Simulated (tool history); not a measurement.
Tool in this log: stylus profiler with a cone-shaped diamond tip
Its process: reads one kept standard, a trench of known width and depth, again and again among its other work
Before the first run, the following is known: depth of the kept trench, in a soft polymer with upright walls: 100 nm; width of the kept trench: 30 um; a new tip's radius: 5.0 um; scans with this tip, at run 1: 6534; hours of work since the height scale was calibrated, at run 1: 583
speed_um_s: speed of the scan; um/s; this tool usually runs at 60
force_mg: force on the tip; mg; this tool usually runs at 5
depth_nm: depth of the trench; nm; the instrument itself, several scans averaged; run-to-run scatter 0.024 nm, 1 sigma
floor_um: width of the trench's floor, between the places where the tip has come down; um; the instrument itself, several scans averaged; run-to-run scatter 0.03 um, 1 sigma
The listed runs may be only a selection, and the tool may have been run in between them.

| run | hour | speed_um_s | force_mg | scans with this tip | hours of work since the height scale was calibrated | depth_nm | floor_um |
|---|---|---|---|---|---|---|---|
| 1 | 0 | 60 | 5 | 6534 | 583 | 102.67 | 27.78 |
| 2 | 24.6 | 60 | 5 | 6670 | 595 | 102.65 | 27.79 |
| 3 | 66.6 | 40 | 5 | 6903 | 616 | 102.61 | 27.8 |
| 4 | 99.2 | 40 | 5 | 7083 | 632 | 102.64 | 27.83 |
| 5 | 125.1 | 40 | 5 | 7227 | 645 | 102.65 | 27.85 |
| 6 | 168.5 | 40 | 7.83 | 7467 | 666 | 103.54 | 27.88 |
| 7 | 212.7 | 40 | 7.83 | 7712 | 688 | 103.55 | 27.86 |
| 8 | 235.3 | 40 | 7.83 | 7837 | 699 | 103.5 | 27.88 |
| 9 | 275.4 | 60 | 5 | 8059 | 719 | 102.63 | 27.74 |
| 10 | 303.9 | 50 | 5 | 8217 | 733 | 102.59 | 27.8 |
| 11 | 345.7 | 50 | 5 | 8448 | 754 | 102.62 | 27.79 |
| 12 | 373.5 | 50 | 5 | 8602 | 768 | 102.62 | 27.79 |
| 13 | 413.3 | 60 | 4.65 | 8823 | 787 | 102.5 | 27.7 |
| 14 | 439.6 | 60 | 4.65 | 8968 | 800 | 102.49 | 27.72 |
| 15 | 482.6 | 95 | 2.54 | 9207 | 822 | 101.69 | 27.44 |
| 16 | 513 | 20 | 2.87 | 9375 | 837 | 101.84 | 27.91 |
| 17 | 550.1 | 20 | 6.88 | 9581 | 855 | 103.24 | 27.96 |

Run 18 has not been measured yet. What should we expect?
| 18 | 581.2 | 18 | 12.27 | 9753 | 870 | ? | ? |

Run 18 produced depth_nm 104.77 nm, floor_um 27.89 um.
On a tool with no hidden condition, and with the same random variation, this run would have come out at depth_nm 104.78 nm, floor_um 27.9 um.
